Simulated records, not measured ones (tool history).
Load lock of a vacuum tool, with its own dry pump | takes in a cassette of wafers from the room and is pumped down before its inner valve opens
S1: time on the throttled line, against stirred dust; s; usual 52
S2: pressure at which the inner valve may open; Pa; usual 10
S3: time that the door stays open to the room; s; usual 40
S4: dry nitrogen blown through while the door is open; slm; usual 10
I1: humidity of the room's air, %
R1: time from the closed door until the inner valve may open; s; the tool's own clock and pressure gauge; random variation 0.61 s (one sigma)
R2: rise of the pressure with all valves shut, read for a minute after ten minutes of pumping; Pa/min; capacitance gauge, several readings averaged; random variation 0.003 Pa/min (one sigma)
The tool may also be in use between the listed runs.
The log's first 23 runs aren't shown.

run,hour,S1,S2,S3,S4,I1,R1,R2
24,7123.7,47,8,35,44,48,88.7,0.563
25,7501.3,99,18,150,44,46,126.1,0.597
26,7769.8,99,20,150,43,41.8,124.3,0.608
27,7995.8,60,12,150,43,47.3,98,0.621
28,8229.7,50,8,157,29,41.6,92.1,0.629
29,8537.7,68,10,40,30,42.1,105.6,0.633
30,8785.3,53,10,120,13,45.4,93.8,0.693
31,9033.4,79,10,206,40,45.2,115.2,0.675
32,9327.2,79,10,206,40,43.7,115.8,0.707
# hour 9738.3: door's seal changed, seat wiped
33,9795.1,76,9,148,25,42.4,113.4,0.048
34,10157.7,76,17,53,25,45.4,107.6,0.028
35,10361.2,52,12,33,10,41.4,93.7,0.034
36,10757.5,52,10,27,10,43.5,93.7,0.036
37,11096.7,52,10,27,10,47.3,95,0.042
38,11478.1,52,10,27,10,48,94.6,0.045

Forecast each of these 3 alternatives for the next run:
A,11677.7,60,18,40,10,45.7,?,?
B,11677.7,61,7,40,10,47.8,?,?
C,11677.7,52,9,27,5,46,?,?

run,R1,R2
A,97.7,0.053
B,105.4,0.053
C,94.8,0.046
Without the tool's hidden state the same runs would have given:
run,R1,R2
A,91.3,0.031
B,98,0.031
C,87.4,0.024
